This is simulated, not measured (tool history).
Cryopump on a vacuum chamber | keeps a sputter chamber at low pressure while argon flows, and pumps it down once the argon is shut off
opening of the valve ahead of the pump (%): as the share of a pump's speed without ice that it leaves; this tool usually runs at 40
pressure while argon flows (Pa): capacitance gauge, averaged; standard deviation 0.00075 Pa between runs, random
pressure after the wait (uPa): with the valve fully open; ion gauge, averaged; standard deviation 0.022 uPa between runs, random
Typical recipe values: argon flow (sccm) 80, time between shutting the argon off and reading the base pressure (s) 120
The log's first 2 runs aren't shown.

run   hour  argon flow (sccm)  time between shutting the argon off and reading the base pressure (s)  opening of the valve ahead of the pump (%)  hours of work since the pump was warmed up and emptied  hours of work since the cold head was overhauled  hours of work since the chamber's fittings were tightened  pressure while argon flows (Pa)  pressure after the wait (uPa)
  3     35                 80                                                                    120                                          18                                                     414                                               414                                                       1222                           0.3171                           0.66
  4   58.5                 80                                                                    120                                          40                                                     424                                               424                                                       1232                           0.1442                           0.77
  5   80.1                 80                                                                    120                                          40                                                     434                                               434                                                       1241                           0.1445                           0.69
  6   99.9                 80                                                                    120                                          18                                                     442                                               442                                                       1250                           0.3159                            0.7
  7  113.6                 80                                                                    120                                          18                                                     448                                               448                                                       1256                            0.318                           0.72
  8  139.2                 80                                                                    120                                          18                                                     459                                               459                                                       1267                           0.3183                           0.75
  9  164.3                 97                                                                    120                                          18                                                     470                                               470                                                       1278                           0.3837                           0.75
 10  178.2                 97                                                                    120                                          18                                                     476                                               476                                                       1284                           0.3811                           0.77
 11  196.7                 97                                                                    120                                          18                                                     484                                               484                                                       1291                           0.3838                           0.76
 12  215.6                123                                                                    120                                          40                                                     492                                               492                                                       1300                           0.2242                           0.73
 13  236.7                123                                                                    120                                          36                                                     501                                               501                                                       1309                           0.2471                           0.76
 14  261.5                 80                                                                     21                                          40                                                     512                                               512                                                       1319                           0.1448                           2.81
 15  277.5                 80                                                                    181                                          40                                                     519                                               519                                                       1326                           0.1465                           0.62
 16  306.9                 80                                                                    181                                          40                                                     531                                               531                                                       1339                           0.1468                            0.6
 17  334.6                 80                                                                    181                                          40                                                     543                                               543                                                       1351                           0.1469                           0.63
 18  355.7                 48                                                                    148                                          40                                                     552                                               552                                                       1360                           0.0885                           0.63
 19  382.2                 48                                                                    148                                          51                                                     564                                               564                                                       1371                           0.0692                           0.69
 20  411.3                 80                                                                     63                                          40                                                     576                                               576                                                       1384                           0.1468                           1.12
 21  436.6                116                                                                    120                                          40                                                     587                                               587                                                       1395                           0.2126                           0.74

Run 22 comes next. What will it give?
 22  457.2                116                                                                    120                                          40                                                     596                                               596                                                       1404                                ?                              ?

{"run 22": {"pressure while argon flows (Pa)": 0.2123, "pressure after the wait (uPa)": 0.77}}
The same run, on a tool lacking any hidden state, would have yielded pressure while argon flows (Pa) 0.2031, pressure after the wait (uPa) 0.55.
